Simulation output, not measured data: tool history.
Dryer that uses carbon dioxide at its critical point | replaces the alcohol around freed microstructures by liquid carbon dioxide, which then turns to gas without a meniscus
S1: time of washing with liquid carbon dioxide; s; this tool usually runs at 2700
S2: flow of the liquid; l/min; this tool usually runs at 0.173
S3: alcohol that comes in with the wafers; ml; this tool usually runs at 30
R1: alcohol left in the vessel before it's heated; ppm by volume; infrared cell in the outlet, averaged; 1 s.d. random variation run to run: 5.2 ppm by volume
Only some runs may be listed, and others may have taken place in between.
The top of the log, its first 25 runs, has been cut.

run,hour,S1,S2,S3,R1
26,801.4,2640,0.262,30,64
27,834.1,2640,0.262,30,60
28,874.8,2520,0.173,68,840
# hour 899.9: inlet filter changed
29,900.7,2520,0.173,68,369
30,934.9,4080,0.213,28,44
31,968.2,4080,0.213,28,53
32,993.5,2700,0.169,30,192
33,1031.3,4260,0.290,41,41
34,1056.2,2700,0.206,30,96
# hour 1063.1: purifier's bed changed
35,1082.1,2700,0.206,30,58
36,1105.0,1980,0.153,33,1104
37,1125.2,1980,0.153,33,1124
38,1164.4,1980,0.111,33,3029
39,1198.9,2040,0.200,22,266
40,1231.6,2040,0.200,22,286
41,1263.0,3300,0.157,92,416
42,1305.0,3000,0.173,57,273
43,1329.5,3000,0.173,71,367
# hour 1352.2: inlet filter changed
44,1365.5,3660,0.174,37,23
45,1405.2,3660,0.218,37,22
46,1438.2,2700,0.109,29,959

3 options for the next run, each taken on its own from the tool as it stands now. Forecast them:
A,1458.5,2700,0.211,30,?
B,1458.5,2700,0.111,62,?
C,1458.5,3180,0.173,30,?

run,R1
A,42
B,1961
C,63
Take away the tool's hidden state, keep each run's random variation, and the runs would have read:
run,R1
A,21
B,1644
C,39
